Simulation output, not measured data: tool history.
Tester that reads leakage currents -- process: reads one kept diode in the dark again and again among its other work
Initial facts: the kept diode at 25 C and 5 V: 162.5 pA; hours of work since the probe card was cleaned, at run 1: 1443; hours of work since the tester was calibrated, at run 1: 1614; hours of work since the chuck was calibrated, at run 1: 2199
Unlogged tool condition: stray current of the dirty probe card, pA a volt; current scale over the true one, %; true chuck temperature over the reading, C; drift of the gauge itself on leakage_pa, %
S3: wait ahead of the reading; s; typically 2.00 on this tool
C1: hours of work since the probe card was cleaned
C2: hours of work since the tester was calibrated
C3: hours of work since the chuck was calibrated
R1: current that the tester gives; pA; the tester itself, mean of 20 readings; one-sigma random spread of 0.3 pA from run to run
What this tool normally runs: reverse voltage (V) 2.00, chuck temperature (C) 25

run 1 day=0.000 | reverse_voltage_(V)=2.00 chuck_temperature_(C)=25 S3=2.00 | C1=1443 C2=1614 C3=2199 | R1=93.64
run 2 day=7.425 | reverse_voltage_(V)=2.00 chuck_temperature_(C)=25 S3=2.00 | C1=1581 C2=1752 C3=2337 | R1=93.45
-- day=9.021 chuck's temperature calibrated
run 3 day=14.838 | reverse_voltage_(V)=2.00 chuck_temperature_(C)=25 S3=2.00 | C1=1717 C2=1889 C3=108 | R1=100.71
run 4 day=20.188 | reverse_voltage_(V)=2.00 chuck_temperature_(C)=25 S3=2.00 | C1=1817 C2=1988 C3=208 | R1=100.82
run 5 day=25.375 | reverse_voltage_(V)=2.00 chuck_temperature_(C)=25 S3=2.00 | C1=1913 C2=2085 C3=304 | R1=100.48
run 6 day=35.262 | reverse_voltage_(V)=2.00 chuck_temperature_(C)=25 S3=2.00 | C1=2097 C2=2269 C3=488 | R1=99.83
run 7 day=45.250 | reverse_voltage_(V)=5.64 chuck_temperature_(C)=25 S3=2.00 | C1=2283 C2=2454 C3=674 | R1=180.01
run 8 day=53.900 | reverse_voltage_(V)=5.64 chuck_temperature_(C)=25 S3=2.00 | C1=2444 C2=2615 C3=835 | R1=178.93
run 9 day=58.392 | reverse_voltage_(V)=2.00 chuck_temperature_(C)=25 S3=2.33 | C1=2527 C2=2699 C3=919 | R1=98.28
run 10 day=66.796 | reverse_voltage_(V)=2.00 chuck_temperature_(C)=25 S3=2.33 | C1=2684 C2=2855 C3=1075 | R1=98.12
run 11 day=72.450 | reverse_voltage_(V)=2.00 chuck_temperature_(C)=25 S3=2.33 | C1=2789 C2=2961 C3=1180 | R1=98.36
run 12 day=81.871 | reverse_voltage_(V)=2.00 chuck_temperature_(C)=25 S3=2.33 | C1=2964 C2=3136 C3=1355 | R1=97.43
run 13 day=91.279 | reverse_voltage_(V)=2.00 chuck_temperature_(C)=25 S3=2.78 | C1=3139 C2=3311 C3=1531 | R1=97.12
run 14 day=100.900 | reverse_voltage_(V)=2.00 chuck_temperature_(C)=57 S3=2.00 | C1=3318 C2=3490 C3=1709 | R1=955.56
-- day=104.446 probe card cleaned and baked
run 15 day=105.354 | reverse_voltage_(V)=2.00 chuck_temperature_(C)=57 S3=2.00 | C1=17 C2=3571 C3=1790 | R1=946.33
run 16 day=115.562 | reverse_voltage_(V)=10.33 chuck_temperature_(C)=26 S3=2.00 | C1=207 C2=3760 C3=1980 | R1=240.08
run 17 day=122.400 | reverse_voltage_(V)=1.28 chuck_temperature_(C)=38 S3=6.10 | C1=334 C2=3888 C3=2107 | R1=192.68

Expected results for the next run?
run 18 day=132.625 | reverse_voltage_(V)=7.15 chuck_temperature_(C)=32 S3=0.79 | C1=524 C2=4078 C3=2297 | R1=?

{"run 18": {"R1": 313.21}}
With no hidden state in the tool, this same run would have given R1 346.55 pA.

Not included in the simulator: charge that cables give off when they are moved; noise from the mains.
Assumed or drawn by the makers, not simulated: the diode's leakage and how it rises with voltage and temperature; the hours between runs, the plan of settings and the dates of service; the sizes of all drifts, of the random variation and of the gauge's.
